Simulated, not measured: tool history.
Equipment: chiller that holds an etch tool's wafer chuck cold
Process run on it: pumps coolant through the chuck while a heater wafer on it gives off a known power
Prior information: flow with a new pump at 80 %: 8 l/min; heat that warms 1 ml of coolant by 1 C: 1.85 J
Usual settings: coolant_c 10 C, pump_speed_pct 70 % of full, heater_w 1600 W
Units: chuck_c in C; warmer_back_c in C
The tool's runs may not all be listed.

run 1 hour=0.0 | coolant_c=10 pump_speed_pct=70 heater_w=1600 | chuck_c=25.6 warmer_back_c=7.90
run 2 hour=116.1 | coolant_c=10 pump_speed_pct=70 heater_w=1600 | chuck_c=25.7 warmer_back_c=7.89
run 3 hour=185.9 | coolant_c=9 pump_speed_pct=70 heater_w=1600 | chuck_c=24.7 warmer_back_c=7.85
run 4 hour=268.3 | coolant_c=10 pump_speed_pct=70 heater_w=1539 | chuck_c=25.1 warmer_back_c=7.52
run 5 hour=414.6 | coolant_c=19 pump_speed_pct=70 heater_w=1539 | chuck_c=34.2 warmer_back_c=7.63
run 6 hour=553.3 | coolant_c=19 pump_speed_pct=70 heater_w=1539 | chuck_c=34.2 warmer_back_c=7.55
run 7 hour=669.2 | coolant_c=19 pump_speed_pct=70 heater_w=1539 | chuck_c=34.3 warmer_back_c=7.66
run 8 hour=737.3 | coolant_c=19 pump_speed_pct=100 heater_w=1539 | chuck_c=29.8 warmer_back_c=5.05
run 9 hour=848.6 | coolant_c=19 pump_speed_pct=100 heater_w=1539 | chuck_c=29.9 warmer_back_c=5.10
run 10 hour=933.1 | coolant_c=19 pump_speed_pct=100 heater_w=1539 | chuck_c=30.0 warmer_back_c=5.15
run 11 hour=1023.7 | coolant_c=10 pump_speed_pct=70 heater_w=1600 | chuck_c=26.1 warmer_back_c=7.96
run 12 hour=1151.8 | coolant_c=10 pump_speed_pct=70 heater_w=1600 | chuck_c=26.1 warmer_back_c=7.97
run 13 hour=1289.6 | coolant_c=10 pump_speed_pct=70 heater_w=1600 | chuck_c=26.2 warmer_back_c=7.92
run 14 hour=1375.3 | coolant_c=2 pump_speed_pct=63 heater_w=849 | chuck_c=11.8 warmer_back_c=4.73
run 15 hour=1501.6 | coolant_c=2 pump_speed_pct=63 heater_w=849 | chuck_c=11.7 warmer_back_c=4.75
run 16 hour=1608.1 | coolant_c=10 pump_speed_pct=66 heater_w=1600 | chuck_c=27.5 warmer_back_c=8.49
run 17 hour=1741.2 | coolant_c=10 pump_speed_pct=66 heater_w=1600 | chuck_c=27.4 warmer_back_c=8.56
-- hour=1750.9 chiller's thermometer calibrated
run 18 hour=1835.8 | coolant_c=10 pump_speed_pct=66 heater_w=1600 | chuck_c=27.8 warmer_back_c=8.50
run 19 hour=1978.2 | coolant_c=11 pump_speed_pct=81 heater_w=1336 | chuck_c=23.2 warmer_back_c=5.63
run 20 hour=2062.7 | coolant_c=3 pump_speed_pct=70 heater_w=1523 | chuck_c=19.0 warmer_back_c=7.61
run 21 hour=2201.4 | coolant_c=10 pump_speed_pct=67 heater_w=1842 | chuck_c=30.1 warmer_back_c=9.76
-- hour=2224.7 chiller's thermometer calibrated, once more
run 22 hour=2317.7 | coolant_c=0 pump_speed_pct=77 heater_w=808 | chuck_c=7.4 warmer_back_c=3.67
run 23 hour=2415.5 | coolant_c=0 pump_speed_pct=85 heater_w=908 | chuck_c=7.5 warmer_back_c=3.68
run 24 hour=2562.9 | coolant_c=3 pump_speed_pct=79 heater_w=1975 | chuck_c=20.5 warmer_back_c=8.60
run 25 hour=2688.4 | coolant_c=3 pump_speed_pct=79 heater_w=1975 | chuck_c=21.0 warmer_back_c=8.73
run 26 hour=2810.7 | coolant_c=2 pump_speed_pct=70 heater_w=1600 | chuck_c=18.4 warmer_back_c=8.03

Consider 5 possible next runs. They are alternatives, not a sequence: every one starts from the tool as it was left by run 26. What does each give?
run A hour=2958.1 | coolant_c=10 pump_speed_pct=88 heater_w=1600 | chuck_c=? warmer_back_c=?
run B hour=2958.1 | coolant_c=2 pump_speed_pct=70 heater_w=1600 | chuck_c=? warmer_back_c=?
run C hour=2958.1 | coolant_c=18 pump_speed_pct=72 heater_w=1691 | chuck_c=? warmer_back_c=?
run D hour=2958.1 | coolant_c=2 pump_speed_pct=70 heater_w=1658 | chuck_c=? warmer_back_c=?
run E hour=2958.1 | coolant_c=10 pump_speed_pct=70 heater_w=897 | chuck_c=? warmer_back_c=?

run=A chuck_c=22.9 warmer_back_c=6.21
run=B chuck_c=18.5 warmer_back_c=8.07
run=C chuck_c=34.7 warmer_back_c=8.25
run=D chuck_c=19.0 warmer_back_c=8.34
run=E chuck_c=19.3 warmer_back_c=4.49
Stripped of hidden state, with their random variation kept, the same runs would have yielded:
run=A chuck_c=21.6 warmer_back_c=5.82
run=B chuck_c=16.8 warmer_back_c=7.55
run=C chuck_c=32.9 warmer_back_c=7.71
run=D chuck_c=17.2 warmer_back_c=7.80
run=E chuck_c=18.3 warmer_back_c=4.20

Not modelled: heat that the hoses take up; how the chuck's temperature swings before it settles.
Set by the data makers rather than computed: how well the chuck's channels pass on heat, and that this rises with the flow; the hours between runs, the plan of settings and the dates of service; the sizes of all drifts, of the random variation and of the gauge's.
